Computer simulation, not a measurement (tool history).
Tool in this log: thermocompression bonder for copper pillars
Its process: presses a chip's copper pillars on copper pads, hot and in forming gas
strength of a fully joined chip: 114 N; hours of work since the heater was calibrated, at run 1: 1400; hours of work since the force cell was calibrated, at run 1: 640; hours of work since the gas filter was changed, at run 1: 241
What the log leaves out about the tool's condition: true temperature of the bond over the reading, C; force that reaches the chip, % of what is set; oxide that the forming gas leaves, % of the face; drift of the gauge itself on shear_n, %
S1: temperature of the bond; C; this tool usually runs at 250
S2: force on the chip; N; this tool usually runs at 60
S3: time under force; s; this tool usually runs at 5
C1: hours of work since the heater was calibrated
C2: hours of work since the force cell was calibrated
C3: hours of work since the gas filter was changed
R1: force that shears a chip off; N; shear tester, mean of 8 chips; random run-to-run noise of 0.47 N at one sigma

Run 1, day 0: usual settings; C1 1400; C2 640; C3 241. Result: R1 52.9 N.
Run 2, day 3.162: usual settings but S3 6 s; C1 1457; C2 697; C3 298. Result: R1 55.1 N.
Run 3, day 6.192: usual settings but S3 6 s; C1 1512; C2 752; C3 353. Result: R1 55.2 N.
At day 7.283: forming gas filter changed.
Run 4, day 8.917: usual settings; C1 1561; C2 801; C3 30. Result: R1 52.9 N.
Run 5, day 12.35: usual settings; C1 1623; C2 863; C3 92. Result: R1 53.2 N.
At day 12.929: heater calibrated with a thermocouple chip.
Run 6, day 15.779: usual settings but S3 4 s; C1 52; C2 923; C3 152. Result: R1 53 N.
Run 7, day 17.942: usual settings but S3 4 s; C1 91; C2 962; C3 191. Result: R1 52.1 N.
Run 8, day 20.604: usual settings but S3 4 s; C1 139; C2 1010; C3 239. Result: R1 52 N.
Run 9, day 24.592: usual settings; C1 211; C2 1082; C3 311. Result: R1 56.3 N.
Run 10, day 27.021: usual settings; C1 255; C2 1126; C3 355. Result: R1 56.1 N.
At day 28.038: forming gas filter changed.
Run 11, day 30.846: usual settings; C1 324; C2 1195; C3 51. Result: R1 57.5 N.
Run 12, day 34.388: usual settings but S1 236 C, S2 70 N; C1 388; C2 1259; C3 115. Result: R1 51.4 N.
Run 13, day 37.696: usual settings but S1 221 C, S2 70 N; C1 448; C2 1319; C3 175. Result: R1 41.4 N.
At day 38.358: force cell calibrated.
Run 14, day 41.888: usual settings but S1 230 C, S2 40 N, S3 8 s; C1 522; C2 64; C3 249. Result: R1 41.4 N.
Run 15, day 44.083: usual settings but S1 263 C, S2 37 N; C1 562; C2 104; C3 289. Result: R1 49.9 N.
Run 16, day 45.975: usual settings but S1 245 C, S2 37 N, S3 15 s; C1 596; C2 138; C3 323. Result: R1 60.5 N.
At day 48.704: forming gas filter changed.
Run 17, day 49.229: usual settings but S1 245 C, S2 37 N, S3 15 s; C1 655; C2 196; C3 9. Result: R1 62.7 N.
Run 18, day 51.621: usual settings but S1 273 C, S2 58 N; C1 698; C2 239; C3 53. Result: R1 68.7 N.
Run 19, day 55.812: usual settings but S1 273 C, S2 58 N; C1 774; C2 315; C3 129. Result: R1 67.8 N.
Run 20, day 59.425: usual settings but S1 259 C, S3 14 s; C1 839; C2 381; C3 194. Result: R1 80.3 N.
Run 21, day 62.638: usual settings but S1 251 C, S2 82 N, S3 6 s; C1 897; C2 439; C3 252. Result: R1 66.1 N.
Run 22, day 64.483: usual settings but S1 251 C, S2 49 N; C1 930; C2 472; C3 285. Result: R1 49.3 N.

Forecast each of these 5 alternatives for the next run:
Run A, day 67.588: usual settings but S1 247 C, S2 44 N, S3 7 s; C1 987; C2 528; C3 342. Result: R1 ?.
Run B, day 67.588: usual settings but S1 251 C, S2 49 N, S3 11 s; C1 987; C2 528; C3 342. Result: R1 ?.
Run C, day 67.588: usual settings; C1 987; C2 528; C3 342. Result: R1 ?.
Run D, day 67.588: usual settings but S1 263 C, S2 49 N, S3 9 s; C1 987; C2 528; C3 342. Result: R1 ?.
Run E, day 67.588: usual settings but S1 251 C, S2 49 N, S3 3 s; C1 987; C2 528; C3 342. Result: R1 ?.

run    R1
  A    50
  B    64
  C    53
  D  68.1
  E    41
Take away the tool's hidden state, keep each run's random variation, and the runs would have read:
run    R1
  A  52.5
  B  66.9
  C  55.5
  D  71.1
  E    43
